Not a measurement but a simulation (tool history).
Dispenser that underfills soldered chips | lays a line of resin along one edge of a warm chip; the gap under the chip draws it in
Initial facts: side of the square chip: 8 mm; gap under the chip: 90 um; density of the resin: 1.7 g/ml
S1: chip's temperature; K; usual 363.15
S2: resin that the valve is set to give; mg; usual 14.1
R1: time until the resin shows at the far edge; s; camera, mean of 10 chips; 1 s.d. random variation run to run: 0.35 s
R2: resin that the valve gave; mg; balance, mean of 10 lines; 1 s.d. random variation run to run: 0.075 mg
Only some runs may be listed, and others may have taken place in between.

run,hour,S1,S2,R1,R2
1,0.0,363.15,14.1,28.5,13.71
2,5.2,360.15,14.1,21.8,13.68
3,9.5,360.15,14.1,29.0,13.66
4,15.1,360.15,14.1,22.1,13.73
5,19.1,360.15,15.3,29.3,14.79
6,23.2,363.15,14.1,17.7,13.60
7,26.4,358.15,14.1,26.4,13.60
8,29.4,358.15,14.1,32.8,13.54
9,33.3,371.15,14.1,14.8,13.40
10,35.9,371.15,14.1,17.6,13.52
11,40.8,371.15,14.1,25.4,13.49
12,43.5,371.15,16.2,15.3,15.31
13,47.9,362.15,16.2,26.5,15.40
14,51.1,363.15,14.1,33.3,13.31
15,54.7,363.15,14.1,21.8,13.26
16,58.4,363.15,13.3,28.0,12.59
17,64.0,363.15,16.2,19.8,15.07
18,67.5,356.15,14.1,32.5,13.28
19,70.6,373.15,17.5,24.2,16.30
20,75.4,354.15,12.7,30.6,11.79
21,78.1,359.15,17.4,29.0,16.20
22,83.4,359.15,17.4,21.2,16.07
23,86.6,359.15,17.4,27.6,16.13
24,90.5,359.15,17.4,35.3,15.98
25,95.2,363.15,14.3,22.9,13.15
26,98.8,363.15,14.3,29.6,13.12
27,104.4,363.15,14.3,22.0,12.90
28,107.5,358.15,12.6,32.9,11.44
29,113.1,358.15,12.6,25.4,11.45
30,115.6,350.15,13.3,36.5,12.25
31,120.1,350.15,13.9,50.5,12.54
32,122.9,353.15,17.3,26.0,15.73
33,125.4,353.15,17.3,31.2,15.54
34,129.8,372.15,15.5,25.3,13.89
35,132.3,352.15,13.1,28.2,11.77

Not shown here: 14 entries made in the log between runs. Locate each between two listed runs and compare the hidden state at the listed run before it with the hidden state at the listed run after it:
Logged between run 1 and run 2: new syringe of resin (hour 3.8)
  resin's viscosity, % of fresh resin's: 155 -> 110.2; dose that the valve gives, % of what is set: 97.42 -> 97.15; true chip temperature over the reading, C: 0.4 -> 0.41
  measured result minus the result with no hidden state, R1: +9.8 -> +1.9 s; R2: -0.37 -> -0.40 mg
Logged between run 3 and run 4: new syringe of resin (hour 13.6)
  resin's viscosity, % of fresh resin's: 149 -> 111.2; dose that the valve gives, % of what is set: 96.9 -> 96.59; true chip temperature over the reading, C: 0.42 -> 0.44
  measured result minus the result with no hidden state, R1: +9.4 -> +2.1 s; R2: -0.44 -> -0.48 mg
Logged between run 5 and run 6: new syringe of resin (hour 23.2)
  resin's viscosity, % of fresh resin's: 147.5 -> 99; dose that the valve gives, % of what is set: 96.37 -> 96.15; true chip temperature over the reading, C: 0.45 -> 0.46
  measured result minus the result with no hidden state, R1: +9.2 -> -0.3 s; R2: -0.56 -> -0.54 mg
Logged between run 8 and run 9: new syringe of resin (hour 32.9)
  resin's viscosity, % of fresh resin's: 153.3 -> 102.4; dose that the valve gives, % of what is set: 95.81 -> 95.6; true chip temperature over the reading, C: 0.47 -> 0.48
  measured result minus the result with no hidden state, R1: +11.3 -> +0.3 s; R2: -0.59 -> -0.61 mg
Logged between run 11 and run 12: new syringe of resin (hour 42.6)
  resin's viscosity, % of fresh resin's: 173.9 -> 107.6; dose that the valve gives, % of what is set: 95.18 -> 95.04; true chip temperature over the reading, C: 0.5 -> 0.51
  measured result minus the result with no hidden state, R1: +10.7 -> +1.0 s; R2: -0.68 -> -0.80 mg
Logged between run 14 and run 15: new syringe of resin (hour 52.6)
  resin's viscosity, % of fresh resin's: 183.4 -> 117.9; dose that the valve gives, % of what is set: 94.62 -> 94.43
  measured result minus the result with no hidden state, R1: +15.0 -> +3.2 s; R2: -0.76 -> -0.78 mg
Logged between run 16 and run 17: new syringe of resin (hour 62.4)
  resin's viscosity, % of fresh resin's: 153 -> 112.4; dose that the valve gives, % of what is set: 94.21 -> 93.89; true chip temperature over the reading, C: 0.54 -> 0.56
  measured result minus the result with no hidden state, R1: +9.7 -> +2.1 s; R2: -0.77 -> -0.99 mg
Logged between run 19 and run 20: new syringe of resin (hour 72.2)
  resin's viscosity, % of fresh resin's: 179.2 -> 124.3; dose that the valve gives, % of what is set: 93.52 -> 93.25; true chip temperature over the reading, C: 0.58 -> 0.59
  measured result minus the result with no hidden state, R1: +10.5 -> +6.1 s; R2: -1.14 -> -0.85 mg
Logged between run 21 and run 22: new syringe of resin (hour 82.2)
  resin's viscosity, % of fresh resin's: 149.9 -> 109; dose that the valve gives, % of what is set: 93.12 -> 92.84; true chip temperature over the reading, C: 0.59 -> 0.61
  measured result minus the result with no hidden state, R1: +9.4 -> +1.6 s; R2: -1.19 -> -1.24 mg
Logged between run 24 and run 25: new syringe of resin (hour 91.9)
  resin's viscosity, % of fresh resin's: 180.2 -> 126.6; dose that the valve gives, % of what is set: 92.4 -> 92.16; true chip temperature over the reading, C: 0.63 -> 0.64
  measured result minus the result with no hidden state, R1: +15.6 -> +4.8 s; R2: -1.31 -> -1.12 mg
Logged between run 26 and run 27: new syringe of resin (hour 101.9)
  resin's viscosity, % of fresh resin's: 163.2 -> 120.2; dose that the valve gives, % of what is set: 91.95 -> 91.65; true chip temperature over the reading, C: 0.65 -> 0.66
  measured result minus the result with no hidden state, R1: +11.4 -> +3.7 s; R2: -1.15 -> -1.19 mg
Logged between run 28 and run 29: new syringe of resin (hour 111.5)
  resin's viscosity, % of fresh resin's: 149.8 -> 114.5; dose that the valve gives, % of what is set: 91.46 -> 91.16; true chip temperature over the reading, C: 0.67 -> 0.68
  measured result minus the result with no hidden state, R1: +11.3 -> +3.5 s; R2: -1.08 -> -1.10 mg
Logged between run 31 and run 32: new syringe of resin (hour 121.2)
  resin's viscosity, % of fresh resin's: 187.8 -> 112.5; dose that the valve gives, % of what is set: 90.77 -> 90.62; true chip temperature over the reading, C: 0.7 -> 0.71
  measured result minus the result with no hidden state, R1: +23.9 -> +2.6 s; R2: -1.28 -> -1.63 mg
Logged between run 34 and run 35: new syringe of resin (hour 131.1)
  resin's viscosity, % of fresh resin's: 182.5 -> 109; dose that the valve gives, % of what is set: 90.23 -> 90.1
  measured result minus the result with no hidden state, R1: +11.5 -> +2.7 s; R2: -1.51 -> -1.30 mg
